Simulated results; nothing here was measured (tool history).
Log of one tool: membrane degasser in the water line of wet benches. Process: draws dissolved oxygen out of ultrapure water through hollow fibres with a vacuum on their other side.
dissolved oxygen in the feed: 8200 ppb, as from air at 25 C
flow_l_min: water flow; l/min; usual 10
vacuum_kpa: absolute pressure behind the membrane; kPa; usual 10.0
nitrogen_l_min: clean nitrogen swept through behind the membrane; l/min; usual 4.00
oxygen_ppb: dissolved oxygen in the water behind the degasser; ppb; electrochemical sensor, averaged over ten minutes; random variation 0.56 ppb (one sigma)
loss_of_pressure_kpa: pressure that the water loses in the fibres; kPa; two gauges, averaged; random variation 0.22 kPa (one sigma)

run,hour,flow_l_min,vacuum_kpa,nitrogen_l_min,oxygen_ppb,loss_of_pressure_kpa
1,0.0,10,10.0,4.00,49.2,53.88
2,78.1,10,10.0,4.00,50.3,54.27
3,183.3,10,10.0,4.00,49.8,54.34
4,233.3,10,10.0,4.00,49.6,53.83
5,311.9,10,10.0,4.00,49.9,54.24
6,399.5,10,10.0,4.00,49.8,54.19
7,516.4,10,10.0,4.00,50.1,54.00
8,627.9,7,15.7,5.83,40.3,38.00
9,703.2,15,14.0,4.00,146.1,81.08
10,780.2,10,18.9,4.00,105.0,54.37
11,873.1,10,18.9,4.00,107.6,54.27
12,989.4,10,10.6,4.00,54.1,54.22
13,1071.9,10,10.6,4.00,55.1,54.40
14,1121.6,12,10.5,8.96,42.0,65.62

Forecast each of these 4 alternatives for the next run:
A,1192.3,10,24.4,9.94,?,?
B,1192.3,9,13.7,4.37,?,?
C,1192.3,7,7.6,11.94,?,?
D,1192.3,11,6.2,9.13,?,?

run,oxygen_ppb,loss_of_pressure_kpa
A,61.7,54.26
B,58.8,49.23
C,8.3,38.18
D,19.4,60.17
Without the tool's hidden state the same runs would have given:
run,oxygen_ppb,loss_of_pressure_kpa
A,58.4,52.76
B,55.1,47.87
C,7.4,37.13
D,16.5,58.51
